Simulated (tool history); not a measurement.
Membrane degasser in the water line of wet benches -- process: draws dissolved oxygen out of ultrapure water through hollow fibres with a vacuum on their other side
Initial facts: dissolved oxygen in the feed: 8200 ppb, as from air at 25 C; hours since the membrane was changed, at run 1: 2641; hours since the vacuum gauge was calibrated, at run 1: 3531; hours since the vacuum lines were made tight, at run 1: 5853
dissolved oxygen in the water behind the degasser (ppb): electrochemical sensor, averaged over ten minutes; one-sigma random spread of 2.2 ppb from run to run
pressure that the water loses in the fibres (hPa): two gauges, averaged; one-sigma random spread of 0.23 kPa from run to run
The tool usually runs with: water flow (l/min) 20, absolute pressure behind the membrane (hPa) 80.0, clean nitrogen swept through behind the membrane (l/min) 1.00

| run | hour | water flow (l/min) | absolute pressure behind the membrane (hPa) | clean nitrogen swept through behind the membrane (l/min) | hours since the membrane was changed | hours since the vacuum gauge was calibrated | hours since the vacuum lines were made tight | dissolved oxygen in the water behind the degasser (ppb) | pressure that the water loses in the fibres (hPa) |
|---|---|---|---|---|---|---|---|---|---|
| 1 | 0.0 | 20 | 80.0 | 1.00 | 2641 | 3531 | 5853 | 221.8 | 602.1 |
| 2 | 121.0 | 20 | 80.0 | 1.00 | 2762 | 3652 | 5974 | 222.6 | 602.1 |
| 3 | 342.5 | 17 | 80.0 | 1.00 | 2983 | 3874 | 6195 | 190.5 | 510.0 |
| 4 | 496.8 | 20 | 80.0 | 1.00 | 3138 | 4028 | 6350 | 219.9 | 604.7 |
| 5 | 702.2 | 20 | 80.0 | 1.00 | 3343 | 4233 | 6555 | 222.2 | 599.3 |
|  | 746.4 | seals of the vacuum lines changed |
| 6 | 878.5 | 21 | 88.9 | 1.00 | 3517 | 4408 | 132 | 269.4 | 629.9 |
| 7 | 1047.3 | 22 | 80.0 | 1.39 | 3686 | 4576 | 301 | 185.1 | 658.2 |
| 8 | 1172.8 | 22 | 80.0 | 1.39 | 3812 | 4702 | 426 | 181.6 | 659.0 |
| 9 | 1399.0 | 16 | 57.6 | 1.99 | 4038 | 4928 | 653 | 56.5 | 480.5 |

Run 10 has not been measured yet. What should we expect?
| 10 | 1590.9 | 16 | 120.3 | 1.00 | 4230 | 5120 | 845 | ? | ? |

dissolved oxygen in the water behind the degasser (ppb): 325.1
pressure that the water loses in the fibres (hPa): 479.3
Were there no unlogged condition in the tool, this run, its random variation unchanged, would have produced dissolved oxygen in the water behind the degasser (ppb) 324.9, pressure that the water loses in the fibres (hPa) 481.9.

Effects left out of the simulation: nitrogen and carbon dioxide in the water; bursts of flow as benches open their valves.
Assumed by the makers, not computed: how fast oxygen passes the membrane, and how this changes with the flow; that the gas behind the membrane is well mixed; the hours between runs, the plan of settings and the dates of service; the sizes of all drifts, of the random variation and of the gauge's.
